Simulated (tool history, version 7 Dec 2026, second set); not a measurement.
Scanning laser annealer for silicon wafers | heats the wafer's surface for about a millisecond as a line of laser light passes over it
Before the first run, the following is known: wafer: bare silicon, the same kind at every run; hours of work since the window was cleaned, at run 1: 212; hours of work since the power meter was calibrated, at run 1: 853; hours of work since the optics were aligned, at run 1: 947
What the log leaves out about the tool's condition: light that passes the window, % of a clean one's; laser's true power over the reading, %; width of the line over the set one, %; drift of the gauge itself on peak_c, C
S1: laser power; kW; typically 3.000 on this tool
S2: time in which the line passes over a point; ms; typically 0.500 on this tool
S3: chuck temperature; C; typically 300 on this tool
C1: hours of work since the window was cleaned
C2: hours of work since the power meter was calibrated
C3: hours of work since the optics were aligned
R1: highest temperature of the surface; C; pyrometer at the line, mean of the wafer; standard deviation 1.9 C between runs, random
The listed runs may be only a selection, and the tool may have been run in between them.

Run 1, hour 0.0: usual settings; C1 212; C2 853; C3 947. Result: R1 1097 C.
Run 2, hour 48.3: usual settings; C1 248; C2 889; C3 982. Result: R1 1093 C.
Run 3, hour 135.3: usual settings; C1 312; C2 953; C3 1046. Result: R1 1090 C.
Run 4, hour 214.9: usual settings; C1 370; C2 1011; C3 1104. Result: R1 1083 C.
Run 5, hour 279.3: usual settings but S3 283 C; C1 417; C2 1058; C3 1152. Result: R1 1065 C.
At hour 349.4: window over the wafer cleaned.
Run 6, hour 349.4: usual settings but S3 283 C; C1 0; C2 1108; C3 1202. Result: R1 1091 C.
At hour 371.4: optics aligned, line set to its width.
Run 7, hour 411.1: usual settings but S1 3.009 kW; C1 42; C2 1150; C3 29. Result: R1 1114 C.
Run 8, hour 466.9: usual settings but S1 3.009 kW; C1 83; C2 1191; C3 70. Result: R1 1110 C.
Run 9, hour 557.2: usual settings but S1 3.009 kW; C1 149; C2 1257; C3 136. Result: R1 1107 C.
Run 10, hour 628.9: usual settings but S2 0.529 ms; C1 202; C2 1310; C3 189. Result: R1 1124 C.
Run 11, hour 692.8: usual settings but S2 0.529 ms; C1 248; C2 1357; C3 236. Result: R1 1121 C.
Run 12, hour 754.8: usual settings but S3 316 C; C1 294; C2 1402; C3 281. Result: R1 1112 C.
Run 13, hour 806.2: usual settings but S3 294 C; C1 332; C2 1440; C3 319. Result: R1 1087 C.
Run 14, hour 855.7: usual settings but S3 294 C; C1 368; C2 1476; C3 355. Result: R1 1083 C.
Run 15, hour 897.1: usual settings; C1 398; C2 1507; C3 386. Result: R1 1087 C.
Run 16, hour 967.8: usual settings; C1 450; C2 1559; C3 438. Result: R1 1087 C.
At hour 990.9: window over the wafer cleaned.
Run 17, hour 1054.0: usual settings; C1 46; C2 1621; C3 500. Result: R1 1109 C.
Run 18, hour 1118.6: usual settings; C1 94; C2 1668; C3 547. Result: R1 1109 C.
Run 19, hour 1184.1: usual settings; C1 142; C2 1716; C3 595. Result: R1 1105 C.
Run 20, hour 1257.7: usual settings but S2 0.525 ms; C1 196; C2 1770; C3 649. Result: R1 1123 C.
Run 21, hour 1344.4: usual settings but S2 0.525 ms, S3 324 C; C1 260; C2 1834; C3 713. Result: R1 1141 C.
Run 22, hour 1407.3: usual settings but S2 0.516 ms, S3 319 C; C1 306; C2 1880; C3 759. Result: R1 1125 C.
Run 23, hour 1481.6: usual settings but S1 2.569 kW, S2 0.367 ms, S3 276 C; C1 360; C2 1934; C3 814. Result: R1 861 C.
Run 24, hour 1564.4: usual settings but S2 0.420 ms, S3 293 C; C1 421; C2 1995; C3 874. Result: R1 1012 C.
Run 25, hour 1610.7: usual settings but S1 3.086 kW, S2 0.526 ms, S3 268 C; C1 455; C2 2029; C3 908. Result: R1 1095 C.
At hour 1626.1: window over the wafer cleaned.
Run 26, hour 1664.4: usual settings but S1 3.086 kW, S2 0.526 ms, S3 268 C; C1 28; C2 2067; C3 946. Result: R1 1119 C.
At hour 1672.5: laser's power meter calibrated.
Run 27, hour 1756.5: usual settings but S1 2.562 kW, S2 0.490 ms, S3 279 C; C1 94; C2 62; C3 1012. Result: R1 969 C.
At hour 1839.3: laser's power meter calibrated, once more.
Run 28, hour 1848.3: usual settings but S1 2.562 kW, S2 0.490 ms, S3 279 C; C1 159; C2 7; C3 1077. Result: R1 958 C.
Run 29, hour 1891.6: usual settings but S1 2.771 kW, S2 0.539 ms, S3 264 C; C1 190; C2 38; C3 1109. Result: R1 1029 C.
Run 30, hour 1934.2: usual settings but S1 2.764 kW, S2 0.539 ms, S3 264 C; C1 222; C2 70; C3 1140. Result: R1 1029 C.
Run 31, hour 1974.2: usual settings but S1 2.764 kW, S2 0.539 ms, S3 264 C; C1 251; C2 99; C3 1169. Result: R1 1027 C.
Run 32, hour 2026.0: usual settings but S1 2.783 kW, S2 0.466 ms, S3 324 C; C1 289; C2 137; C3 1207. Result: R1 1036 C.
At hour 2039.0: optics aligned, line set to its width.
Run 33, hour 2077.8: usual settings but S1 3.093 kW, S2 0.460 ms; C1 323; C2 171; C3 28. Result: R1 1086 C.
Run 34, hour 2155.5: usual settings but S1 2.767 kW, S2 0.384 ms, S3 332 C; C1 381; C2 228; C3 86. Result: R1 974 C.
Run 35, hour 2208.6: usual settings but S1 2.882 kW, S3 310 C; C1 419; C2 267; C3 124. Result: R1 1070 C.
Run 36, hour 2258.6: usual settings but S1 2.882 kW, S3 310 C; C1 456; C2 304; C3 161. Result: R1 1068 C.
At hour 2273.0: window over the wafer cleaned.
Run 37, hour 2343.6: usual settings but S2 0.480 ms, S3 295 C; C1 52; C2 365; C3 222. Result: R1 1091 C.
Run 38, hour 2382.5: usual settings but S1 3.129 kW, S2 0.422 ms, S3 292 C; C1 80; C2 394; C3 251. Result: R1 1065 C.
Run 39, hour 2432.6: usual settings but S1 3.129 kW, S2 0.422 ms, S3 292 C; C1 117; C2 430; C3 287. Result: R1 1062 C.
Run 40, hour 2500.2: usual settings but S1 2.975 kW, S3 286 C; C1 167; C2 480; C3 337. Result: R1 1081 C.

Pick out some run-to-run changes in R1. Of each, how much would a tool without hidden state show as well, from the settings, what came in and chance, and how much is left for the hidden state and any gauge scatter not in both results compared?
Run 5 -> 6: window over the wafer cleaned. R1 +26 C: hidden state +25, all else +1.
Run 16 -> 17: window over the wafer cleaned. R1 +22 C: hidden state +25, all else -3.
Run 22 -> 23: S1 3.000 -> 2.569, S2 0.516 -> 0.367, S3 319 -> 276. R1 -264 C: hidden state +2, all else -266.
Run 23 -> 24: S1 2.569 -> 3.000, S2 0.367 -> 0.420, S3 276 -> 293. R1 +151 C: hidden state -7, all else +158.
Run 25 -> 26: window over the wafer cleaned. R1 +24 C: hidden state +25, all else -1.
Run 26 -> 27: S1 3.086 -> 2.562, S2 0.526 -> 0.490, S3 268 -> 279, laser's power meter calibrated. R1 -150 C: hidden state +0, all else -150.
